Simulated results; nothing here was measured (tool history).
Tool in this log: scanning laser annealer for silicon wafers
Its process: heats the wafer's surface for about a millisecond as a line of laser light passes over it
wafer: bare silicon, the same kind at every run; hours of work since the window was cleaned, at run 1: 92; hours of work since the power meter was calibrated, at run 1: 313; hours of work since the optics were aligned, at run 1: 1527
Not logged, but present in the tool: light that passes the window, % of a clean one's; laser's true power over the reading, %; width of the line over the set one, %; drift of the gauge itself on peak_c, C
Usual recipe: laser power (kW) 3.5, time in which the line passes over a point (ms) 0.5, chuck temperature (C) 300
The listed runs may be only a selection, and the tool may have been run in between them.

run	day	laser power (kW)	time in which the line passes over a point (ms)	chuck temperature (C)	hours of work since the window was cleaned	hours of work since the power meter was calibrated	hours of work since the optics were aligned	highest temperature of the surface (C)
1	0	3.5	0.5	300	92	313	1527	1058
2	4.067	3.5	0.5	300	148	370	1584	1057
3	6.996	3.5	0.5	300	189	411	1625	1051
4	10.542	3.5	0.5	300	239	460	1674	1051
5	12.667	3.5	0.5	300	268	490	1704	1048
6	15.621	3.5	0.528	300	309	531	1745	1062
7	18.838	3.5	0.528	300	354	576	1790	1063
8	23.133	3.5	0.5	300	414	636	1850	1034
9	25.221	3.644	0.508	298	443	665	1879	1072
# day 26.342: optics aligned, line set to its width
10	28.962	3.251	0.508	305	493	714	37	999
11	31.071	3.569	0.441	274	522	743	66	998
12	32.988	3.569	0.444	274	549	770	93	1000
13	37.175	3.5	0.356	319	607	829	151	949
14	40.321	3.302	0.356	279	651	872	195	864
15	42.483	3.745	0.356	316	681	903	225	1002

Below are 4 alternative next runs, each starting from the tool's condition after run 15. Predict each:
A	46.629	3.1	0.557	300	739	960	283	?
B	46.629	3.745	0.356	294	739	960	283	?
C	46.629	3.444	0.477	320	739	960	283	?
D	46.629	3.817	0.611	291	739	960	283	?

run	highest temperature of the surface (C)
A	965
B	975
C	1023
D	1204
Take away the tool's hidden state, keep each run's random variation, and the runs would have read:
run	highest temperature of the surface (C)
A	1009
B	1019
C	1070
D	1263
